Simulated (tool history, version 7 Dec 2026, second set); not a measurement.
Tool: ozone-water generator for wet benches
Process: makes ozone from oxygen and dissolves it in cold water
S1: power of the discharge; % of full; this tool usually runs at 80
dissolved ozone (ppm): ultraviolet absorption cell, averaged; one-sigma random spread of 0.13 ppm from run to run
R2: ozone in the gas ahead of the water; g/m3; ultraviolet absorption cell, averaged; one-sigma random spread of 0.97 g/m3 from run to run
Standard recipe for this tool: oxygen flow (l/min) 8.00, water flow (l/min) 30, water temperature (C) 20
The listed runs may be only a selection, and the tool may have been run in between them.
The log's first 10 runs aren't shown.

run 11 hour=302.9 | S1=80 oxygen_flow_(l/min)=8.00 water_flow_(l/min)=30 water_temperature_(C)=22 | dissolved_ozone_(ppm)=13.1 R2=163.2
run 12 hour=345.3 | S1=80 oxygen_flow_(l/min)=8.00 water_flow_(l/min)=30 water_temperature_(C)=22 | dissolved_ozone_(ppm)=13.1 R2=165.9
run 13 hour=388.0 | S1=80 oxygen_flow_(l/min)=8.00 water_flow_(l/min)=30 water_temperature_(C)=22 | dissolved_ozone_(ppm)=13.1 R2=164.2
run 14 hour=415.1 | S1=56 oxygen_flow_(l/min)=8.00 water_flow_(l/min)=30 water_temperature_(C)=20 | dissolved_ozone_(ppm)=10.5 R2=129.3
run 15 hour=435.0 | S1=56 oxygen_flow_(l/min)=8.00 water_flow_(l/min)=30 water_temperature_(C)=14 | dissolved_ozone_(ppm)=11.5 R2=128.3
run 16 hour=477.1 | S1=80 oxygen_flow_(l/min)=7.16 water_flow_(l/min)=30 water_temperature_(C)=20 | dissolved_ozone_(ppm)=13.4 R2=169.6
run 17 hour=515.3 | S1=80 oxygen_flow_(l/min)=7.16 water_flow_(l/min)=30 water_temperature_(C)=20 | dissolved_ozone_(ppm)=13.5 R2=171.8
run 18 hour=536.1 | S1=58 oxygen_flow_(l/min)=8.00 water_flow_(l/min)=30 water_temperature_(C)=20 | dissolved_ozone_(ppm)=10.8 R2=132.5
run 19 hour=565.1 | S1=58 oxygen_flow_(l/min)=5.10 water_flow_(l/min)=30 water_temperature_(C)=20 | dissolved_ozone_(ppm)=10.6 R2=165.7
run 20 hour=585.6 | S1=80 oxygen_flow_(l/min)=8.00 water_flow_(l/min)=30 water_temperature_(C)=21 | dissolved_ozone_(ppm)=13.1 R2=162.8
run 21 hour=617.7 | S1=80 oxygen_flow_(l/min)=6.06 water_flow_(l/min)=45 water_temperature_(C)=20 | dissolved_ozone_(ppm)=8.6 R2=187.1
run 22 hour=651.3 | S1=80 oxygen_flow_(l/min)=6.06 water_flow_(l/min)=45 water_temperature_(C)=20 | dissolved_ozone_(ppm)=8.6 R2=187.5
run 23 hour=675.7 | S1=45 oxygen_flow_(l/min)=6.31 water_flow_(l/min)=35 water_temperature_(C)=21 | dissolved_ozone_(ppm)=7.5 R2=124.9
-- hour=681.6 contactor cleaned
run 24 hour=711.4 | S1=45 oxygen_flow_(l/min)=6.31 water_flow_(l/min)=35 water_temperature_(C)=21 | dissolved_ozone_(ppm)=7.4 R2=125.3
run 25 hour=747.1 | S1=45 oxygen_flow_(l/min)=6.31 water_flow_(l/min)=35 water_temperature_(C)=21 | dissolved_ozone_(ppm)=7.3 R2=126.1
run 26 hour=780.4 | S1=78 oxygen_flow_(l/min)=6.31 water_flow_(l/min)=21 water_temperature_(C)=17 | dissolved_ozone_(ppm)=18.2 R2=180.0
run 27 hour=818.4 | S1=86 oxygen_flow_(l/min)=13.06 water_flow_(l/min)=32 water_temperature_(C)=18 | dissolved_ozone_(ppm)=13.2 R2=134.9
run 28 hour=861.5 | S1=86 oxygen_flow_(l/min)=6.25 water_flow_(l/min)=45 water_temperature_(C)=24 | dissolved_ozone_(ppm)=8.4 R2=191.7
-- hour=895.7 contactor cleaned, once more
run 29 hour=903.2 | S1=86 oxygen_flow_(l/min)=6.25 water_flow_(l/min)=45 water_temperature_(C)=24 | dissolved_ozone_(ppm)=9.1 R2=194.3
run 30 hour=936.6 | S1=80 oxygen_flow_(l/min)=8.00 water_flow_(l/min)=28 water_temperature_(C)=20 | dissolved_ozone_(ppm)=14.9 R2=161.0
run 31 hour=974.4 | S1=80 oxygen_flow_(l/min)=13.82 water_flow_(l/min)=28 water_temperature_(C)=20 | dissolved_ozone_(ppm)=14.4 R2=122.8
run 32 hour=1003.5 | S1=80 oxygen_flow_(l/min)=8.00 water_flow_(l/min)=21 water_temperature_(C)=26 | dissolved_ozone_(ppm)=16.5 R2=162.8
run 33 hour=1028.6 | S1=85 oxygen_flow_(l/min)=4.66 water_flow_(l/min)=44 water_temperature_(C)=18 | dissolved_ozone_(ppm)=9.3 R2=220.4
run 34 hour=1065.7 | S1=85 oxygen_flow_(l/min)=4.66 water_flow_(l/min)=44 water_temperature_(C)=18 | dissolved_ozone_(ppm)=9.0 R2=221.3

Here are 3 independent what-if runs from the current tool condition. What would each one return?
run A hour=1108.0 | S1=40 oxygen_flow_(l/min)=10.20 water_flow_(l/min)=30 water_temperature_(C)=20 | dissolved_ozone_(ppm)=? R2=?
run B hour=1108.0 | S1=58 oxygen_flow_(l/min)=4.66 water_flow_(l/min)=44 water_temperature_(C)=18 | dissolved_ozone_(ppm)=? R2=?
run C hour=1108.0 | S1=80 oxygen_flow_(l/min)=10.14 water_flow_(l/min)=42 water_temperature_(C)=27 | dissolved_ozone_(ppm)=? R2=?

run=A dissolved_ozone_(ppm)=8.7 R2=90.7
run=B dissolved_ozone_(ppm)=7.3 R2=172.9
run=C dissolved_ozone_(ppm)=9.0 R2=144.9
Without the tool's hidden state the same runs would have given:
run=A dissolved_ozone_(ppm)=8.9 R2=91.9
run=B dissolved_ozone_(ppm)=7.5 R2=176.2
run=C dissolved_ozone_(ppm)=9.3 R2=148.3
